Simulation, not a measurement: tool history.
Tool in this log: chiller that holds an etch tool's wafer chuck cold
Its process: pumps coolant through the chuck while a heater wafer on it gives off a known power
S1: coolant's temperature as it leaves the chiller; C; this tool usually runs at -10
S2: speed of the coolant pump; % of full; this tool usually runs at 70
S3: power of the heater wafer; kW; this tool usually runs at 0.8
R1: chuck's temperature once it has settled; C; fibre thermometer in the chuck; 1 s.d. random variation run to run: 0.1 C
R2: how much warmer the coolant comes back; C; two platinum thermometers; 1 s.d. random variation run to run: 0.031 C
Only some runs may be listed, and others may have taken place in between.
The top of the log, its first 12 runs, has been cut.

{"run": 13, "hour": 389.4, "S1": -10, "S2": 69, "S3": 0.8, "R1": -3.8, "R2": 2.21}
{"run": 14, "hour": 427.6, "S1": -10, "S2": 69, "S3": 0.8, "R1": -3.6, "R2": 2.18}
{"run": 15, "hour": 453.3, "S1": -10, "S2": 69, "S3": 0.8, "R1": -3.7, "R2": 2.22}
{"run": 16, "hour": 472.2, "S1": -10, "S2": 70, "S3": 1.023, "R1": -2.1, "R2": 2.75}
{"run": 17, "hour": 514.6, "S1": -10, "S2": 70, "S3": 1.023, "R1": -2, "R2": 2.74}
{"run": 18, "hour": 536.7, "S1": -10, "S2": 98, "S3": 0.793, "R1": -4.7, "R2": 1.56}
{"run": 19, "hour": 573.1, "S1": -9, "S2": 77, "S3": 0.619, "R1": -4.3, "R2": 1.49}
{"run": 20, "hour": 594.4, "S1": -9, "S2": 63, "S3": 0.619, "R1": -4, "R2": 1.83}
{"hour": 599.6, "done": "chiller's thermometer calibrated"}
{"run": 21, "hour": 634.7, "S1": -13, "S2": 99, "S3": 0.516, "R1": -9.5, "R2": 1.02}
{"run": 22, "hour": 680.5, "S1": -13, "S2": 99, "S3": 0.516, "R1": -9.7, "R2": 1.03}
{"run": 23, "hour": 723.1, "S1": -18, "S2": 99, "S3": 0.695, "R1": -13.3, "R2": 1.31}
{"run": 24, "hour": 751.1, "S1": -1, "S2": 99, "S3": 0.695, "R1": 3.5, "R2": 1.38}
{"run": 25, "hour": 786.0, "S1": -1, "S2": 99, "S3": 0.656, "R1": 3.3, "R2": 1.29}
{"run": 26, "hour": 824.3, "S1": -10, "S2": 84, "S3": 1.066, "R1": -2.4, "R2": 2.41}
{"run": 27, "hour": 860.3, "S1": -10, "S2": 63, "S3": 1.051, "R1": -1.3, "R2": 3.2}
{"run": 28, "hour": 886.7, "S1": -7, "S2": 97, "S3": 1.066, "R1": 0.1, "R2": 2.1}
{"run": 29, "hour": 915.8, "S1": -16, "S2": 70, "S3": 1, "R1": -8.2, "R2": 2.65}
{"run": 30, "hour": 938.3, "S1": -11, "S2": 75, "S3": 0.8, "R1": -4.6, "R2": 2.09}
{"run": 31, "hour": 966.8, "S1": -11, "S2": 75, "S3": 0.8, "R1": -5, "R2": 1.96}

5 options for the next run, each taken on its own from the tool as it stands now. Forecast them:
{"run": "A", "hour": 987.9, "S1": -11, "S2": 78, "S3": 1.073, "R1": "?", "R2": "?"}
{"run": "B", "hour": 987.9, "S1": -10, "S2": 70, "S3": 0.726, "R1": "?", "R2": "?"}
{"run": "C", "hour": 987.9, "S1": -5, "S2": 94, "S3": 0.406, "R1": "?", "R2": "?"}
{"run": "D", "hour": 987.9, "S1": -13, "S2": 70, "S3": 0.8, "R1": "?", "R2": "?"}
{"run": "E", "hour": 987.9, "S1": -9, "S2": 78, "S3": 0.531, "R1": "?", "R2": "?"}

run=A R1=-3.1 R2=2.62
run=B R1=-4.1 R2=1.99
run=C R1=-2.4 R2=0.83
run=D R1=-6.8 R2=2.13
run=E R1=-5.2 R2=1.25
With no hidden state in the tool, these same runs would have given:
run=A R1=-3.2 R2=2.62
run=B R1=-4.1 R2=1.99
run=C R1=-2.4 R2=0.83
run=D R1=-6.8 R2=2.13
run=E R1=-5.2 R2=1.25

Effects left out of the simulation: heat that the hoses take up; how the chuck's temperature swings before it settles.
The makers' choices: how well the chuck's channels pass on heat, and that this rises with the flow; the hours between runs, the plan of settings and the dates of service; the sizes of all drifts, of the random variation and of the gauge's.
